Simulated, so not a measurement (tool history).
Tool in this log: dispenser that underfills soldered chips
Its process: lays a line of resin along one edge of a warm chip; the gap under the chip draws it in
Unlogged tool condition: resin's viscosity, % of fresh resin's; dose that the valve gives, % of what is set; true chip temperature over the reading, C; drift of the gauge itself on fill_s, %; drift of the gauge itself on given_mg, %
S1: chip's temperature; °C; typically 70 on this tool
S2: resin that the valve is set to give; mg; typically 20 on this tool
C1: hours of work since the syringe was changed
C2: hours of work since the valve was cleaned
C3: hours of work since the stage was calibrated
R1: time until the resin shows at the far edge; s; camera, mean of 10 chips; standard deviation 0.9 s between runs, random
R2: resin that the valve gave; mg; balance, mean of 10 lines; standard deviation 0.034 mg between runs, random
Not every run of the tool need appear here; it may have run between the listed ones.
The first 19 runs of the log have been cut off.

-- hour=169.7 new syringe of resin
run 20 hour=169.8 | S1=62 S2=21.9 | C1=0 C2=50 C3=458 | R1=106 R2=21.32
-- hour=175.8 dispensing valve cleaned and set on the balance
run 21 hour=179.8 | S1=79 S2=19.9 | C1=7 C2=3 C3=465 | R1=77.7 R2=19.8
-- hour=184.1 new syringe of resin
run 22 hour=186.6 | S1=73 S2=17 | C1=2 C2=8 C3=470 | R1=72.6 R2=16.83
run 23 hour=193.1 | S1=73 S2=24.8 | C1=7 C2=12 C3=475 | R1=100.7 R2=24.66
-- hour=198.1 new syringe of resin
run 24 hour=200.8 | S1=80 S2=21 | C1=2 C2=18 C3=480 | R1=53 R2=20.75
run 25 hour=206.2 | S1=61 S2=23.1 | C1=6 C2=22 C3=484 | R1=163.1 R2=22.8
-- hour=211.9 new syringe of resin
run 26 hour=216.1 | S1=73 S2=20.5 | C1=3 C2=29 C3=491 | R1=77.5 R2=20.15
run 27 hour=220.6 | S1=62 S2=21.8 | C1=6 C2=32 C3=494 | R1=160.4 R2=21.35
-- hour=225.7 new syringe of resin
run 28 hour=227.3 | S1=60 S2=21.2 | C1=1 C2=37 C3=499 | R1=121.9 R2=20.78
run 29 hour=236.4 | S1=85 S2=20.3 | C1=8 C2=44 C3=506 | R1=66 R2=19.79
-- hour=239.6 new syringe of resin
run 30 hour=246 | S1=74 S2=17.3 | C1=5 C2=51 C3=513 | R1=85.8 R2=16.87
-- hour=251.5 dispensing valve cleaned and set on the balance
run 31 hour=251.5 | S1=70 S2=17.8 | C1=8 C2=0 C3=516 | R1=127.3 R2=17.82
-- hour=254.1 new syringe of resin
run 32 hour=261.6 | S1=79 S2=24 | C1=6 C2=7 C3=523 | R1=71 R2=23.91
-- hour=267.4 new syringe of resin
run 33 hour=268.9 | S1=80 S2=17.2 | C1=1 C2=12 C3=528 | R1=52.9 R2=17.09
run 34 hour=274.7 | S1=73 S2=25.8 | C1=5 C2=17 C3=533 | R1=88.8 R2=25.6
run 35 hour=279.7 | S1=73 S2=25.8 | C1=9 C2=20 C3=536 | R1=114.2 R2=25.6

4 options for the next run, each taken on its own from the tool as it stands now. Forecast them:
-- hour=280.9 new syringe of resin
run A hour=289.8 | S1=58 S2=19.3 | C1=7 C2=28 C3=544 | R1=? R2=?
-- hour=280.9 new syringe of resin
run B hour=289.8 | S1=58 S2=17.8 | C1=7 C2=28 C3=544 | R1=? R2=?
-- hour=280.9 new syringe of resin
run C hour=289.8 | S1=62 S2=25.9 | C1=7 C2=28 C3=544 | R1=? R2=?
-- hour=280.9 new syringe of resin
run D hour=289.8 | S1=73 S2=18 | C1=7 C2=28 C3=544 | R1=? R2=?

run=A R1=197.6 R2=19.03
run=B R1=200.5 R2=17.62
run=C R1=161.3 R2=25.63
run=D R1=101.8 R2=17.75
With no hidden state in the tool, these same runs would have given:
run=A R1=148.1 R2=19.29
run=B R1=150.1 R2=17.86
run=C R1=120.6 R2=25.97
run=D R1=75.1 R2=17.99
